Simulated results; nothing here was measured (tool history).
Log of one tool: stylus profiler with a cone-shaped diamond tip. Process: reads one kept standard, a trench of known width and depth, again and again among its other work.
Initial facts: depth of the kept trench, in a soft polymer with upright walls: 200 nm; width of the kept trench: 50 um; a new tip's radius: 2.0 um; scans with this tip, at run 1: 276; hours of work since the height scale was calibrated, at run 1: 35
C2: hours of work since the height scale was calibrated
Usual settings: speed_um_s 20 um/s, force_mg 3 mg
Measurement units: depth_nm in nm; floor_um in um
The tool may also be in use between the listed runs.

{"run": 1, "hour": 0.0, "speed_um_s": 20, "force_mg": 3, "scans with this tip": 276, "C2": 35, "depth_nm": 203.06, "floor_um": 48.24}
{"run": 2, "hour": 8.1, "speed_um_s": 15, "force_mg": 3, "scans with this tip": 307, "C2": 39, "depth_nm": 202.97, "floor_um": 48.14}
{"run": 3, "hour": 15.7, "speed_um_s": 20, "force_mg": 3, "scans with this tip": 336, "C2": 43, "depth_nm": 202.96, "floor_um": 48.2}
{"run": 4, "hour": 31.2, "speed_um_s": 20, "force_mg": 3, "scans with this tip": 396, "C2": 50, "depth_nm": 203.05, "floor_um": 48.16}
{"run": 5, "hour": 46.2, "speed_um_s": 20, "force_mg": 3, "scans with this tip": 453, "C2": 58, "depth_nm": 203.07, "floor_um": 48.22}
{"run": 6, "hour": 60.8, "speed_um_s": 20, "force_mg": 4.51, "scans with this tip": 509, "C2": 65, "depth_nm": 203.99, "floor_um": 48.13}
{"run": 7, "hour": 73.3, "speed_um_s": 20, "force_mg": 3, "scans with this tip": 557, "C2": 71, "depth_nm": 203.05, "floor_um": 48.17}
{"run": 8, "hour": 85.2, "speed_um_s": 20, "force_mg": 3, "scans with this tip": 603, "C2": 77, "depth_nm": 203.09, "floor_um": 48.16}
{"run": 9, "hour": 93.5, "speed_um_s": 20, "force_mg": 7.03, "scans with this tip": 634, "C2": 81, "depth_nm": 205.31, "floor_um": 48.2}
{"run": 10, "hour": 104.6, "speed_um_s": 16, "force_mg": 7.03, "scans with this tip": 677, "C2": 86, "depth_nm": 205.29, "floor_um": 48.19}
{"run": 11, "hour": 114.0, "speed_um_s": 20, "force_mg": 3, "scans with this tip": 713, "C2": 91, "depth_nm": 203.05, "floor_um": 48.21}
{"run": 12, "hour": 130.7, "speed_um_s": 20, "force_mg": 3, "scans with this tip": 777, "C2": 99, "depth_nm": 203.01, "floor_um": 48.15}
{"run": 13, "hour": 145.5, "speed_um_s": 20, "force_mg": 2.45, "scans with this tip": 834, "C2": 106, "depth_nm": 202.58, "floor_um": 48.2}
{"run": 14, "hour": 158.8, "speed_um_s": 20, "force_mg": 2.45, "scans with this tip": 885, "C2": 113, "depth_nm": 202.69, "floor_um": 48.15}
{"run": 15, "hour": 173.7, "speed_um_s": 20, "force_mg": 2.45, "scans with this tip": 941, "C2": 120, "depth_nm": 202.65, "floor_um": 48.2}
{"run": 16, "hour": 189.0, "speed_um_s": 20, "force_mg": 3.79, "scans with this tip": 1000, "C2": 127, "depth_nm": 203.52, "floor_um": 48.11}
{"run": 17, "hour": 198.8, "speed_um_s": 20, "force_mg": 3.79, "scans with this tip": 1038, "C2": 132, "depth_nm": 203.52, "floor_um": 48.16}
{"run": 18, "hour": 212.0, "speed_um_s": 20, "force_mg": 2.51, "scans with this tip": 1088, "C2": 139, "depth_nm": 202.63, "floor_um": 48.15}
{"run": 19, "hour": 226.7, "speed_um_s": 25, "force_mg": 3, "scans with this tip": 1145, "C2": 146, "depth_nm": 203.05, "floor_um": 48.11}
{"run": 20, "hour": 236.2, "speed_um_s": 25, "force_mg": 1.09, "scans with this tip": 1181, "C2": 150, "depth_nm": 201.58, "floor_um": 48.1}
{"run": 21, "hour": 250.7, "speed_um_s": 25, "force_mg": 1.09, "scans with this tip": 1237, "C2": 157, "depth_nm": 201.53, "floor_um": 48.14}
{"run": 22, "hour": 263.6, "speed_um_s": 25, "force_mg": 1.09, "scans with this tip": 1286, "C2": 164, "depth_nm": 201.45, "floor_um": 48.09}
{"run": 23, "hour": 275.2, "speed_um_s": 39, "force_mg": 1.09, "scans with this tip": 1330, "C2": 169, "depth_nm": 201.52, "floor_um": 48.07}
{"run": 24, "hour": 292.1, "speed_um_s": 39, "force_mg": 1.09, "scans with this tip": 1395, "C2": 178, "depth_nm": 201.46, "floor_um": 48.02}
{"run": 25, "hour": 304.1, "speed_um_s": 39, "force_mg": 1.09, "scans with this tip": 1441, "C2": 184, "depth_nm": 201.59, "floor_um": 48.13}
{"run": 26, "hour": 316.4, "speed_um_s": 39, "force_mg": 1.09, "scans with this tip": 1488, "C2": 190, "depth_nm": 201.54, "floor_um": 48.02}
{"run": 27, "hour": 326.7, "speed_um_s": 39, "force_mg": 1.09, "scans with this tip": 1528, "C2": 195, "depth_nm": 201.64, "floor_um": 48}
{"run": 28, "hour": 341.2, "speed_um_s": 14, "force_mg": 6.36, "scans with this tip": 1583, "C2": 202, "depth_nm": 204.95, "floor_um": 48.13}
{"run": 29, "hour": 353.7, "speed_um_s": 14, "force_mg": 6.36, "scans with this tip": 1631, "C2": 208, "depth_nm": 204.83, "floor_um": 48.14}
{"run": 30, "hour": 371.3, "speed_um_s": 14, "force_mg": 6.36, "scans with this tip": 1698, "C2": 216, "depth_nm": 205, "floor_um": 48.09}
{"run": 31, "hour": 381.5, "speed_um_s": 14, "force_mg": 3.05, "scans with this tip": 1738, "C2": 221, "depth_nm": 202.98, "floor_um": 48.1}
{"run": 32, "hour": 393.3, "speed_um_s": 27, "force_mg": 1.41, "scans with this tip": 1783, "C2": 227, "depth_nm": 201.78, "floor_um": 48.13}
{"run": 33, "hour": 406.1, "speed_um_s": 46, "force_mg": 2.1, "scans with this tip": 1832, "C2": 233, "depth_nm": 202.39, "floor_um": 48.04}
{"run": 34, "hour": 419.1, "speed_um_s": 32, "force_mg": 1.95, "scans with this tip": 1882, "C2": 240, "depth_nm": 202.21, "floor_um": 48.04}
{"run": 35, "hour": 428.2, "speed_um_s": 6, "force_mg": 5.98, "scans with this tip": 1917, "C2": 244, "depth_nm": 204.57, "floor_um": 48.14}
{"run": 36, "hour": 439.5, "speed_um_s": 49, "force_mg": 3, "scans with this tip": 1960, "C2": 250, "depth_nm": 203.04, "floor_um": 48.01}
{"run": 37, "hour": 449.5, "speed_um_s": 12, "force_mg": 6.57, "scans with this tip": 1998, "C2": 254, "depth_nm": 205.01, "floor_um": 48.07}
{"run": 38, "hour": 465.7, "speed_um_s": 41, "force_mg": 6.71, "scans with this tip": 2060, "C2": 262, "depth_nm": 205.07, "floor_um": 48.07}
{"run": 39, "hour": 476.0, "speed_um_s": 23, "force_mg": 2.51, "scans with this tip": 2100, "C2": 267, "depth_nm": 202.65, "floor_um": 48.04}
{"run": 40, "hour": 486.6, "speed_um_s": 23, "force_mg": 2.51, "scans with this tip": 2140, "C2": 273, "depth_nm": 202.69, "floor_um": 48.09}
{"run": 41, "hour": 500.7, "speed_um_s": 23, "force_mg": 2.51, "scans with this tip": 2194, "C2": 279, "depth_nm": 202.59, "floor_um": 48.09}
{"run": 42, "hour": 511.8, "speed_um_s": 7, "force_mg": 4.69, "scans with this tip": 2237, "C2": 285, "depth_nm": 203.95, "floor_um": 48.11}
{"run": 43, "hour": 524.4, "speed_um_s": 7, "force_mg": 4.69, "scans with this tip": 2285, "C2": 291, "depth_nm": 203.95, "floor_um": 48.09}
{"run": 44, "hour": 539.5, "speed_um_s": 12, "force_mg": 2.6, "scans with this tip": 2343, "C2": 298, "depth_nm": 202.78, "floor_um": 48.05}
{"run": 45, "hour": 547.5, "speed_um_s": 12, "force_mg": 2.6, "scans with this tip": 2374, "C2": 302, "depth_nm": 202.64, "floor_um": 48.12}
{"run": 46, "hour": 559.5, "speed_um_s": 28, "force_mg": 1.02, "scans with this tip": 2420, "C2": 308, "depth_nm": 201.46, "floor_um": 47.99}

How would selected steps in depth_nm from run to run divide? Give the signed amount a tool lacking its hidden state would still show from settings, what came in and random variation, and the signed amount left for the hidden state, including any gauge scatter that is not in both of the compared results.
What the log doesn't record here: radius of the tip, um; height scale over the true one, %; drift of the gauge itself on depth_nm, %; drift of the gauge itself on floor_um, %.
Run 1 -> 2: speed_um_s 20 -> 15. depth_nm -0.09 nm: hidden state -0.01, all else -0.08.
Run 3 -> 4: no setting touched and nothing written in the log between the runs. depth_nm +0.09 nm: hidden state -0.01, all else +0.1.
Run 27 -> 28: speed_um_s 39 -> 14, force_mg 1.09 -> 6.36. depth_nm +3.31 nm: hidden state -0.01, all else +3.32.
Run 34 -> 35: speed_um_s 32 -> 6, force_mg 1.95 -> 5.98. depth_nm +2.36 nm: hidden state +0, all else +2.36.
Run 38 -> 39: speed_um_s 41 -> 23, force_mg 6.71 -> 2.51. depth_nm -2.42 nm: hidden state +0, all else -2.42.
Run 42 -> 43: no setting touched and nothing written in the log between the runs. depth_nm +0 nm: hidden state -0.02, all else +0.02.
